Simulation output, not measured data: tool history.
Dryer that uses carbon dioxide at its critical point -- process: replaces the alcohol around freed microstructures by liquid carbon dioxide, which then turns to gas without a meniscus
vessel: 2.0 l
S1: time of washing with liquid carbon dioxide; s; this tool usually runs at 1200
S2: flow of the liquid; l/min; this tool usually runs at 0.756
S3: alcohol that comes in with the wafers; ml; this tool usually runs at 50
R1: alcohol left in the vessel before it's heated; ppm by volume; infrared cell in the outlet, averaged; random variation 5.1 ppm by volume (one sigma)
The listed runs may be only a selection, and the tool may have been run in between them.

{"run": 1, "hour": 0.0, "S1": 1200, "S2": 0.756, "S3": 50, "R1": 182}
{"run": 2, "hour": 5.9, "S1": 1200, "S2": 0.756, "S3": 50, "R1": 179}
{"hour": 7.8, "done": "inlet filter changed"}
{"run": 3, "hour": 21.0, "S1": 1200, "S2": 0.756, "S3": 50, "R1": 94}
{"run": 4, "hour": 33.9, "S1": 1200, "S2": 0.756, "S3": 50, "R1": 104}
{"run": 5, "hour": 44.5, "S1": 1200, "S2": 0.756, "S3": 50, "R1": 116}
{"run": 6, "hour": 57.3, "S1": 1200, "S2": 0.756, "S3": 50, "R1": 107}
{"run": 7, "hour": 66.1, "S1": 1200, "S2": 0.467, "S3": 50, "R1": 647}
{"run": 8, "hour": 79.7, "S1": 1740, "S2": 0.756, "S3": 50, "R1": 59}
{"run": 9, "hour": 93.7, "S1": 780, "S2": 0.756, "S3": 50, "R1": 580}

For run 10, what comes out?
{"run": 10, "hour": 100.6, "S1": 1680, "S2": 0.571, "S3": 115, "R1": "?"}

For run 10 the tool returned R1 173 ppm by volume.
On a tool with no hidden condition, and with the same random variation, this run would have come out at R1 85 ppm by volume.

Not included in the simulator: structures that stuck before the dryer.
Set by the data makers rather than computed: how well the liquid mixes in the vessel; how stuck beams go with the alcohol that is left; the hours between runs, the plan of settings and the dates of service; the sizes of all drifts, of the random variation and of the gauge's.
